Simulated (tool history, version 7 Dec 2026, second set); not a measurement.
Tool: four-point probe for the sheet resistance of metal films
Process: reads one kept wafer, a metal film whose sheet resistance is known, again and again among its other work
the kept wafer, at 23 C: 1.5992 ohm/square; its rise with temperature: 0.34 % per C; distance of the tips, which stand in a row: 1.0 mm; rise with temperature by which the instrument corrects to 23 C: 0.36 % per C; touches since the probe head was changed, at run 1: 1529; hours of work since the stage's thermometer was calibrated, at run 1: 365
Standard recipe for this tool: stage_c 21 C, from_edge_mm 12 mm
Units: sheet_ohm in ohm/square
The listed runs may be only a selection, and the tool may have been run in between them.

run     day  stage_c  from_edge_mm  touches since the probe head was changed  hours of work since the stage's thermometer was calibrated  sheet_ohm
  1   0.000       21            12                                      1529                                                         365   1.606073
  2   0.642       21            12                                      2235                                                         374   1.606063
  3   1.846       21            12                                      3567                                                         392   1.605493
  4   3.058       21            12                                      4903                                                         410   1.605500
  5   3.800       21            12                                      5719                                                         421   1.605854
  6   4.642       21             9                                      6648                                                         433   1.610345
  7   5.546       21             9                                      7644                                                         447   1.610211
  8   6.488       21            72                                      8684                                                         461   1.599795
  9   7.238       21            72                                      9512                                                         472   1.599912
 10   7.792       21            72                                     10122                                                         480   1.600231
 11   8.717       21            72                                     11144                                                         494   1.600135
 12   9.300       23            72                                     11784                                                         502   1.599198
 13  10.175       20            18                                     12751                                                         515   1.602803
 14  11.129       27            73                                     13804                                                         529   1.597986
 15  12.288       21            26                                     15081                                                         547   1.601212
 16  12.896       21            26                                     15748                                                         555   1.600948
 17  13.642       30            26                                     16574                                                         567   1.598372

5 ways to go on from here, each from the tool as it stands after run 17. What would each give?
  A  14.338       22            27                                     17341                                                         577          ?
  B  14.338       29            26                                     17341                                                         577          ?
  C  14.338       18            15                                     17341                                                         577          ?
  D  14.338       21            49                                     17341                                                         577          ?
  E  14.338       32            13                                     17341                                                         577          ?

run  sheet_ohm
  A   1.600917
  B   1.599170
  C   1.604168
  D   1.600235
  E   1.601830
With the hidden condition removed and each run's random variation left untouched, the same runs would have given:
run  sheet_ohm
  A   1.600931
  B   1.599185
  C   1.604182
  D   1.600249
  E   1.601845
